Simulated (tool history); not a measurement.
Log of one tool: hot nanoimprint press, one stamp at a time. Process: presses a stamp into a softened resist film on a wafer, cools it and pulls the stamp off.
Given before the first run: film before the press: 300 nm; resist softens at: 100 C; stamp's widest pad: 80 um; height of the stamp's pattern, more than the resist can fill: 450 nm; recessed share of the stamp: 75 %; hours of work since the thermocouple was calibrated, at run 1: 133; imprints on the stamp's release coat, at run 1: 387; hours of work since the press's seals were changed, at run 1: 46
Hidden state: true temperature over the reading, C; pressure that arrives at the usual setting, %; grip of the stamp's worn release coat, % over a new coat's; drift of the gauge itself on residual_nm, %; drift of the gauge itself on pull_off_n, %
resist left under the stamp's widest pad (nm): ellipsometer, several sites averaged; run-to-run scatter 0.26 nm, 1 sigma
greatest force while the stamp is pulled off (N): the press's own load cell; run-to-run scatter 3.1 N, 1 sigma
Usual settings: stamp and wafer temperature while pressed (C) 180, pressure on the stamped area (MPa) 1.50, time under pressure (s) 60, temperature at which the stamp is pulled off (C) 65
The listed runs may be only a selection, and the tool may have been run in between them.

run     day  stamp and wafer temperature while pressed (C)  pressure on the stamped area (MPa)  time under pressure (s)  temperature at which the stamp is pulled off (C)  hours of work since the thermocouple was calibrated  imprints on the stamp's release coat  hours of work since the press's seals were changed  resist left under the stamp's widest pad (nm)  greatest force while the stamp is pulled off (N)
  1   0.000                                            180                                1.50                       60                                                65                                                  133                                   387                                                  46                                          172.3                                               158
  2   0.900                                            180                                1.50                       60                                                65                                                  142                                   437                                                  55                                          172.6                                               160
  3   2.288                                            180                                1.50                       60                                                65                                                  155                                   515                                                  68                                          172.8                                               163
  4   3.512                                            180                                1.50                      116                                                65                                                  167                                   583                                                  80                                          137.1                                               163
  5   4.988                                            180                                1.50                       60                                                58                                                  182                                   666                                                  94                                          171.6                                               182
  6   6.258                                            180                                1.50                       60                                                58                                                  194                                   737                                                 107                                          170.7                                               180
  7   7.762                                            180                                1.50                       60                                                58                                                  209                                   821                                                 122                                          171.7                                               182
  8   8.850                                            180                                1.50                       60                                                58                                                  219                                   882                                                 132                                          170.9                                               185
  9  10.042                                            180                                1.50                       60                                                58                                                  231                                   949                                                 144                                          170.8                                               183
 10  11.221                                            180                                1.50                       60                                                58                                                  242                                  1015                                                 155                                          171.2                                               193
 11  12.504                                            180                                1.50                       60                                                58                                                  255                                  1086                                                 168                                          170.6                                               197
 12  14.092                                            180                                1.50                       60                                                58                                                  270                                  1175                                                 183                                          170.2                                               194
 13  15.004                                            188                                1.53                      100                                                54                                                  279                                  1226                                                 192                                          108.5                                               206
 14  16.238                                            177                                1.87                       49                                                69                                                  291                                  1295                                                 204                                          181.1                                               184
 15  17.146                                            182                                1.16                       70                                                60                                                  300                                  1346                                                 213                                          168.9                                               201
 16  18.488                                            178                                1.50                       60                                                68                                                  313                                  1421                                                 226                                          179.1                                               196
 17  19.758                                            180                                1.08                       60                                                65                                                  326                                  1492                                                 239                                          191.9                                               197
 18  21.221                                            180                                1.08                       60                                                65                                                  340                                  1574                                                 253                                          190.8                                               201
     22.058  -- plate thermocouple calibrated
 19  22.762                                            177                                1.30                       33                                                70                                                    7                                  1653                                                 267                                          232.3                                               200
 20  24.154                                            180                                1.50                       62                                                62                                                   20                                  1731                                                 280                                          176.1                                               214
 21  24.854                                            192                                1.50                       60                                                65                                                   27                                  1770                                                 287                                          123.0                                               209
 22  25.908                                            187                                1.12                       60                                                65                                                   38                                  1829                                                 297                                          163.3                                               216

Branching from run 22: 3 alternative next runs. What would each branch give?
  A  26.846                                            170                                1.50                       60                                                65                                                   47                                  1882                                                 307                                              ?                                                 ?
  B  26.846                                            180                                0.95                       60                                                65                                                   47                                  1882                                                 307                                              ?                                                 ?
  C  26.846                                            189                                1.12                       88                                                65                                                   47                                  1882                                                 307                                              ?                                                 ?

run  resist left under the stamp's widest pad (nm)  greatest force while the stamp is pulled off (N)
  A                                          228.1                                               212
  B                                          207.6                                               216
  C                                          133.7                                               222
Stripped of hidden state, with their random variation kept, the same runs would have yielded:
run  resist left under the stamp's widest pad (nm)  greatest force while the stamp is pulled off (N)
  A                                          228.7                                               142
  B                                          208.3                                               145
  C                                          134.3                                               148
